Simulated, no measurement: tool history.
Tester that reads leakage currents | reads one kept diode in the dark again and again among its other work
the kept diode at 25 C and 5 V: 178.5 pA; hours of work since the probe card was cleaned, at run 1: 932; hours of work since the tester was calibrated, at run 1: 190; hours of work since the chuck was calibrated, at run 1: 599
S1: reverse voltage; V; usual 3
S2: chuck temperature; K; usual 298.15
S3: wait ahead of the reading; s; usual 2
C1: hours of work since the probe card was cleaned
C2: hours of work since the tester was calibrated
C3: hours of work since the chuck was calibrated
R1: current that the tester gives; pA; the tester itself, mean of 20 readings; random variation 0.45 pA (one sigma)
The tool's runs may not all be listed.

run   hour     S1      S2    S3    C1   C2   C3       R1
  1      0      3  298.15     2   932  190  599   145.61
  2   28.1      3  298.15  1.27   945  203  612   146.93
  3   63.1   8.99  298.15     2   961  219  628   218.73
  4   97.7      3  298.15     2   977  235  644   145.68
  5  129.5      3  298.15     2   992  250  659   146.25
  6  156.8      3  297.15     2  1005  263  671   133.89
  7  174.3      3  298.15     2  1013  271  679   144.56
  8  194.2      3  298.15     2  1022  280  689   146.02
  9  232.6      3  322.15     2  1040  298  707   935.05
 10  263.7      3  322.15     2  1054  312  721   939.53
 11    283   4.07  311.15  1.42  1063  321  730   459.95
 12  305.8   1.29  298.15     2  1074  332  740    107.2
 13  342.8  19.93  294.15     2  1091  349  758   209.93
 14  375.3   4.06  325.15     2  1106  364  773  1291.53
 15  412.5   8.54  297.15     2  1123  381  790    194.1
 16  437.2   8.54  297.15     2  1135  393  801   194.93
 17  466.4      3  298.15  6.14  1148  406  815   144.28

Forecast run 18:
 18  493.6  9.56  306.15  2.24  1161  419  827   ?

R1: 418.02 pA
Without the tool's hidden state the same run would have given R1 431.59 pA.

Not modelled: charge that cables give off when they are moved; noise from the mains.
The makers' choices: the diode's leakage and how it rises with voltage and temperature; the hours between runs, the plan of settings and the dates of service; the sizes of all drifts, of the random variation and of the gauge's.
